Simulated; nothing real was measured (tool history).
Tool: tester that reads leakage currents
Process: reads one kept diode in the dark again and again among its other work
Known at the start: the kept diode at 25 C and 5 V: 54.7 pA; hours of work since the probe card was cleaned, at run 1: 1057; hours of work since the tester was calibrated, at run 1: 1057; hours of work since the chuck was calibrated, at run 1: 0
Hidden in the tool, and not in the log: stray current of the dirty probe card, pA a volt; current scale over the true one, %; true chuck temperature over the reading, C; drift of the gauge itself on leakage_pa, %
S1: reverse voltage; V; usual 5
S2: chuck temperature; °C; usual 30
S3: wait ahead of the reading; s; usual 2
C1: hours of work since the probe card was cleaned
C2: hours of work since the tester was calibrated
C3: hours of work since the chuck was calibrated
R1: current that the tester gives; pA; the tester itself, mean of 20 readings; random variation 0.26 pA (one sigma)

{"run": 1, "hour": 0.0, "S1": 5, "S2": 30, "S3": 2, "C1": 1057, "C2": 1057, "C3": 0, "R1": 85.66}
{"run": 2, "hour": 117.0, "S1": 5, "S2": 42, "S3": 2, "C1": 1137, "C2": 1137, "C3": 80, "R1": 230.09}
{"run": 3, "hour": 335.8, "S1": 5, "S2": 42, "S3": 2, "C1": 1286, "C2": 1286, "C3": 229, "R1": 229.96}
{"run": 4, "hour": 457.8, "S1": 5, "S2": 42, "S3": 2, "C1": 1370, "C2": 1370, "C3": 312, "R1": 229.93}
{"run": 5, "hour": 659.4, "S1": 5, "S2": 39, "S3": 2, "C1": 1507, "C2": 1507, "C3": 450, "R1": 180.36}
{"hour": 861.2, "done": "probe card cleaned and baked"}
{"run": 6, "hour": 891.7, "S1": 5, "S2": 39, "S3": 2, "C1": 21, "C2": 1664, "C3": 606, "R1": 180.89}
{"run": 7, "hour": 1107.0, "S1": 5, "S2": 39, "S3": 2, "C1": 168, "C2": 1811, "C3": 753, "R1": 179.7}
{"run": 8, "hour": 1365.8, "S1": 5, "S2": 27, "S3": 2, "C1": 344, "C2": 1987, "C3": 930, "R1": 66.04}
{"run": 9, "hour": 1556.3, "S1": 5, "S2": 27, "S3": 2, "C1": 474, "C2": 2117, "C3": 1060, "R1": 66.11}
{"run": 10, "hour": 1786.3, "S1": 5, "S2": 27, "S3": 2, "C1": 631, "C2": 2274, "C3": 1217, "R1": 65.99}
{"run": 11, "hour": 1951.5, "S1": 2.72, "S2": 27, "S3": 2, "C1": 744, "C2": 2387, "C3": 1330, "R1": 47.03}
{"run": 12, "hour": 2205.1, "S1": 2.72, "S2": 27, "S3": 2, "C1": 917, "C2": 2560, "C3": 1503, "R1": 47.01}
{"run": 13, "hour": 2343.5, "S1": 5, "S2": 30, "S3": 5.97, "C1": 1012, "C2": 2654, "C3": 1597, "R1": 85.34}
{"run": 14, "hour": 2475.6, "S1": 11.26, "S2": 30, "S3": 2, "C1": 1102, "C2": 2745, "C3": 1687, "R1": 134.5}
{"run": 15, "hour": 2749.0, "S1": 1.47, "S2": 30, "S3": 2, "C1": 1288, "C2": 2931, "C3": 1874, "R1": 43.17}
{"run": 16, "hour": 2982.5, "S1": 5, "S2": 30, "S3": 2, "C1": 1448, "C2": 3090, "C3": 2033, "R1": 86.05}
{"run": 17, "hour": 3217.9, "S1": 5, "S2": 30, "S3": 2, "C1": 1608, "C2": 3251, "C3": 2194, "R1": 85.25}
{"hour": 3260.9, "done": "probe card cleaned and baked"}
{"hour": 3262.9, "done": "chuck's temperature calibrated"}
{"hour": 3421.6, "done": "tester calibrated"}
{"run": 18, "hour": 3473.0, "S1": 5, "S2": 30, "S3": 2.56, "C1": 142, "C2": 35, "C3": 142, "R1": 84.99}
{"run": 19, "hour": 3642.0, "S1": 12.05, "S2": 30, "S3": 1.7, "C1": 257, "C2": 150, "C3": 257, "R1": 140.14}
{"run": 20, "hour": 3900.4, "S1": 3.06, "S2": 33, "S3": 1.19, "C1": 434, "C2": 327, "C3": 434, "R1": 84.24}
{"run": 21, "hour": 4046.6, "S1": 2.17, "S2": 57, "S3": 4.52, "C1": 533, "C2": 427, "C3": 533, "R1": 453.33}
{"run": 22, "hour": 4267.0, "S1": 3.68, "S2": 37, "S3": 0.55, "C1": 684, "C2": 577, "C3": 684, "R1": 130.61}
{"run": 23, "hour": 4469.3, "S1": 2.42, "S2": 37, "S3": 4.08, "C1": 822, "C2": 715, "C3": 822, "R1": 102.08}
{"run": 24, "hour": 4714.4, "S1": 1.26, "S2": 49, "S3": 2, "C1": 989, "C2": 882, "C3": 989, "R1": 185.22}
{"run": 25, "hour": 4864.5, "S1": 1.21, "S2": 39, "S3": 5.06, "C1": 1092, "C2": 985, "C3": 1092, "R1": 82.01}
{"run": 26, "hour": 5053.3, "S1": 3.84, "S2": 39, "S3": 5.06, "C1": 1220, "C2": 1114, "C3": 1220, "R1": 156.28}
{"run": 27, "hour": 5210.9, "S1": 14.25, "S2": 46, "S3": 2, "C1": 1328, "C2": 1221, "C3": 1328, "R1": 563.78}
{"run": 28, "hour": 5426.1, "S1": 4.17, "S2": 40, "S3": 2.46, "C1": 1475, "C2": 1368, "C3": 1475, "R1": 176.66}
{"run": 29, "hour": 5562.5, "S1": 4.19, "S2": 24, "S3": 0.47, "C1": 1568, "C2": 1461, "C3": 1568, "R1": 47.56}
{"hour": 5656.9, "done": "probe card cleaned and baked"}
{"run": 30, "hour": 5754.3, "S1": 4.19, "S2": 24, "S3": 0.47, "C1": 67, "C2": 1590, "C3": 1697, "R1": 46.93}
{"run": 31, "hour": 6023.5, "S1": 8.25, "S2": 54, "S3": 0.4, "C1": 250, "C2": 1774, "C3": 1881, "R1": 761.89}
{"run": 32, "hour": 6196.5, "S1": 8.25, "S2": 54, "S3": 0.4, "C1": 368, "C2": 1892, "C3": 1999, "R1": 771.89}
{"run": 33, "hour": 6431.8, "S1": 5, "S2": 33, "S3": 0.66, "C1": 529, "C2": 2052, "C3": 2159, "R1": 111.72}
{"hour": 6524.2, "done": "chuck's temperature calibrated"}
{"run": 34, "hour": 6686.2, "S1": 5, "S2": 33, "S3": 0.66, "C1": 701, "C2": 2224, "C3": 111, "R1": 110.87}
{"run": 35, "hour": 6864.0, "S1": 5, "S2": 33, "S3": 0.66, "C1": 822, "C2": 2346, "C3": 232, "R1": 110.25}

Hidden state at the last listed run before each entry between runs and at the first one after, where it differs:
Between runs 5 and 6: probe card cleaned and baked (hour 861.2)
  stray current of the dirty probe card, pA a volt: 0.045 -> 0.02
  measured less the result without the state, R1: +0.04 -> -0.11 pA
Between runs 17 and 18: probe card cleaned and baked (hour 3260.9); chuck's temperature calibrated (hour 3262.9); tester calibrated (hour 3421.6)
  stray current of the dirty probe card, pA a volt: 0.047 -> 0.022; current scale over the true one, %: -0.01 -> 0; true chuck temperature over the reading, C: -0.03 -> 0
  measured less the result without the state, R1: -0.07 -> +0.01 pA
Between runs 29 and 30: probe card cleaned and baked (hour 5656.9)
  stray current of the dirty probe card, pA a volt: 0.045 -> 0.021
  measured less the result without the state, R1: +0.03 -> -0.08 pA
Between runs 33 and 34: chuck's temperature calibrated (hour 6524.2)
  stray current of the dirty probe card, pA a volt: 0.028 -> 0.031; true chuck temperature over the reading, C: -0.03 -> 0
  measured less the result without the state, R1: -0.2 -> +0.03 pA
